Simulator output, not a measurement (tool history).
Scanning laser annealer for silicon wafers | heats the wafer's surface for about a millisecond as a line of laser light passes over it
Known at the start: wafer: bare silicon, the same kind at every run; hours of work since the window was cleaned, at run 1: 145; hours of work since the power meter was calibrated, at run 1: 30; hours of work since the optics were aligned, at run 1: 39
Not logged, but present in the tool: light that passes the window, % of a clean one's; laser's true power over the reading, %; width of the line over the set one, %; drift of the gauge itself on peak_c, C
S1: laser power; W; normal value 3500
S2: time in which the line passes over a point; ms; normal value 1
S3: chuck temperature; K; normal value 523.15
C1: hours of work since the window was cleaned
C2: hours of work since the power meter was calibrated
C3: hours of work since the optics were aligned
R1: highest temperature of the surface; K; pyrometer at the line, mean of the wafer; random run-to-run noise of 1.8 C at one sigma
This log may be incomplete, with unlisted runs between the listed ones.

| run | day | S1 | S2 | S3 | C1 | C2 | C3 | R1 |
|---|---|---|---|---|---|---|---|---|
| 1 | 0 | 3500 | 1 | 523.15 | 145 | 30 | 39 | 1331.15 |
| 2 | 0.462 | 3500 | 1 | 523.15 | 151 | 35 | 44 | 1335.15 |
| 3 | 1.083 | 3500 | 1 | 523.15 | 158 | 42 | 51 | 1333.15 |
| 4 | 1.442 | 3500 | 1 | 523.15 | 162 | 46 | 55 | 1332.15 |
| 5 | 2.025 | 3500 | 1 | 523.15 | 168 | 53 | 62 | 1335.15 |
| 6 | 2.354 | 3500 | 1 | 523.15 | 172 | 57 | 66 | 1333.15 |
| 7 | 2.888 | 3500 | 0.82 | 523.15 | 178 | 63 | 72 | 1262.15 |
| 8 | 3.312 | 3500 | 0.87 | 523.15 | 183 | 68 | 76 | 1282.15 |
| 9 | 3.971 | 3500 | 0.81 | 523.15 | 190 | 75 | 84 | 1258.15 |
| 10 | 4.429 | 3500 | 0.81 | 523.15 | 196 | 80 | 89 | 1257.15 |
| 11 | 5 | 3500 | 0.81 | 523.15 | 202 | 87 | 96 | 1257.15 |
|  | 5.142 | window over the wafer cleaned |
| 12 | 5.433 | 3847 | 0.81 | 523.15 | 3 | 91 | 100 | 1328.15 |
| 13 | 5.971 | 3064 | 0.81 | 523.15 | 9 | 97 | 106 | 1145.15 |
| 14 | 6.438 | 3773 | 0.92 | 520.15 | 15 | 102 | 111 | 1356.15 |
| 15 | 6.9 | 3773 | 0.92 | 520.15 | 20 | 108 | 116 | 1352.15 |
| 16 | 7.512 | 3727 | 0.71 | 528.15 | 27 | 115 | 123 | 1258.15 |
| 17 | 7.846 | 3632 | 0.83 | 535.15 | 31 | 118 | 127 | 1298.15 |
|  | 8.15 | window over the wafer cleaned, once more |
| 18 | 8.538 | 3021 | 1.02 | 533.15 | 4 | 125 | 134 | 1232.15 |

For run 19, what comes out?
| 19 | 9.062 | 3021 | 1.02 | 533.15 | 10 | 131 | 140 | ? |

R1: 1233.15 K
If the tool had no hidden condition, the same run with the same run-to-run variation would have returned R1 1239.15 K.

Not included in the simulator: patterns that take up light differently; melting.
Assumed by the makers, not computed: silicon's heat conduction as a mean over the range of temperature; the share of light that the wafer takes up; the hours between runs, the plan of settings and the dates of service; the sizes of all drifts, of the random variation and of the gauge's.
